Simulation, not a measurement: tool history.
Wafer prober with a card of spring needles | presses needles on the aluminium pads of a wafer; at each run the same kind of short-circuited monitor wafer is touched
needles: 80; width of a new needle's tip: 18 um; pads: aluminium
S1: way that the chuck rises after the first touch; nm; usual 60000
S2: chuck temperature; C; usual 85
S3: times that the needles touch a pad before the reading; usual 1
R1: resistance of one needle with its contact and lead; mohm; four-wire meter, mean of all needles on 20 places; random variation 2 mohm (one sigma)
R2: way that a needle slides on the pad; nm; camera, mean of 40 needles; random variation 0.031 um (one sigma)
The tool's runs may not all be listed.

Run 1, hour 0: usual settings. Result: R1 232 mohm, R2 13440 nm.
At hour 15.7: tips cleaned on abrasive film.
Run 2, hour 22: usual settings but S1 63000 nm. Result: R1 308 mohm, R2 14120 nm.
At hour 31.7: tips cleaned on abrasive film.
Run 3, hour 44.1: usual settings. Result: R1 358 mohm, R2 13400 nm.
At hour 47.7: tips cleaned on abrasive film.
Run 4, hour 53.8: usual settings. Result: R1 313 mohm, R2 13430 nm.
At hour 63.9: tips cleaned on abrasive film.
Run 5, hour 71.4: usual settings. Result: R1 342 mohm, R2 13350 nm.
At hour 80: tips cleaned on abrasive film.
Run 6, hour 86.8: usual settings. Result: R1 327 mohm, R2 13290 nm.
At hour 95.8: tips cleaned on abrasive film.
Run 7, hour 99.1: usual settings. Result: R1 289 mohm, R2 13320 nm.
Run 8, hour 110.3: usual settings but S1 44000 nm. Result: R1 531 mohm, R2 9710 nm.
At hour 111.6: tips cleaned on abrasive film.
At hour 127.3: tips cleaned on abrasive film.
Run 9, hour 128.8: usual settings. Result: R1 263 mohm, R2 13340 nm.
Run 10, hour 141.5: usual settings but S1 62000 nm. Result: R1 373 mohm, R2 13710 nm.
At hour 143.4: tips cleaned on abrasive film.
At hour 159.1: tips cleaned on abrasive film.
Run 11, hour 163.9: usual settings but S1 62000 nm. Result: R1 316 mohm, R2 13630 nm.
At hour 175.2: tips cleaned on abrasive film.
Run 12, hour 183.3: usual settings but S3 2. Result: R1 297 mohm, R2 13230 nm.
At hour 190.9: tips cleaned on abrasive film.
Run 13, hour 193.1: usual settings but S3 2. Result: R1 257 mohm, R2 13220 nm.
At hour 206.6: tips cleaned on abrasive film.
Run 14, hour 215.9: usual settings but S2 31 C. Result: R1 363 mohm, R2 13160 nm.
At hour 222.1: tips cleaned on abrasive film.
At hour 238.3: tips cleaned on abrasive film.
Run 15, hour 238.3: usual settings but S1 63000 nm, S2 57 C. Result: R1 219 mohm, R2 13810 nm.
At hour 253.8: tips cleaned on abrasive film.
Run 16, hour 255: usual settings but S1 63000 nm, S2 57 C. Result: R1 249 mohm, R2 13840 nm.
At hour 269.2: tips cleaned on abrasive film.
Run 17, hour 269.3: usual settings but S2 90 C. Result: R1 245 mohm, R2 13120 nm.
At hour 285.3: tips cleaned on abrasive film.
Run 18, hour 291.2: usual settings but S2 65 C. Result: R1 331 mohm, R2 13110 nm.
At hour 300.9: tips cleaned on abrasive film.
Run 19, hour 305.4: usual settings but S2 30 C. Result: R1 314 mohm, R2 12960 nm.
At hour 316.7: tips cleaned on abrasive film.
Run 20, hour 327.9: usual settings but S2 30 C. Result: R1 378 mohm, R2 13090 nm.
At hour 332.8: tips cleaned on abrasive film.
Run 21, hour 340.3: usual settings but S1 79000 nm, S2 30 C, S3 2. Result: R1 250 mohm, R2 17270 nm.
At hour 348.9: tips cleaned on abrasive film.
Run 22, hour 363.1: usual settings but S1 61000 nm, S3 2. Result: R1 330 mohm, R2 13220 nm.
At hour 365: tips cleaned on abrasive film.
At hour 381.4: tips cleaned on abrasive film.
Run 23, hour 381.4: usual settings but S1 47000 nm, S2 32 C, S3 2. Result: R1 236 mohm, R2 10100 nm.
Run 24, hour 392.3: usual settings but S1 57000 nm, S2 57 C. Result: R1 404 mohm, R2 12360 nm.

5 ways to go on from here, each from the tool as it stands after run 24. What would each give?
At hour 396.8: tips cleaned on abrasive film.
At hour 402.7: height of the first contact set anew.
At hour 413.4: tips cleaned on abrasive film.
Run A, hour 413.4: usual settings but S1 57000 nm, S2 42 C, S3 2. Result: R1 ?, R2 ?.
At hour 396.8: tips cleaned on abrasive film.
At hour 402.7: height of the first contact set anew.
At hour 413.4: tips cleaned on abrasive film.
Run B, hour 413.4: usual settings but S1 57000 nm, S2 31 C. Result: R1 ?, R2 ?.
At hour 396.8: tips cleaned on abrasive film.
At hour 402.7: height of the first contact set anew.
At hour 413.4: tips cleaned on abrasive film.
Run C, hour 413.4: usual settings but S1 57000 nm, S2 40 C, S3 3. Result: R1 ?, R2 ?.
At hour 396.8: tips cleaned on abrasive film.
At hour 402.7: height of the first contact set anew.
At hour 413.4: tips cleaned on abrasive film.
Run D, hour 413.4: usual settings but S1 68000 nm, S2 56 C, S3 2. Result: R1 ?, R2 ?.
At hour 396.8: tips cleaned on abrasive film.
At hour 402.7: height of the first contact set anew.
At hour 413.4: tips cleaned on abrasive film.
Run E, hour 413.4: usual settings but S1 72000 nm, S2 28 C. Result: R1 ?, R2 ?.

run   R1     R2
  A  221  12790
  B  225  12810
  C  220  12760
  D  221  15280
  E  212  16130
Without the tool's hidden state the same runs would have given:
run   R1     R2
  A  209  12810
  B  207  12830
  C  211  12790
  D  212  15300
  E  200  16150
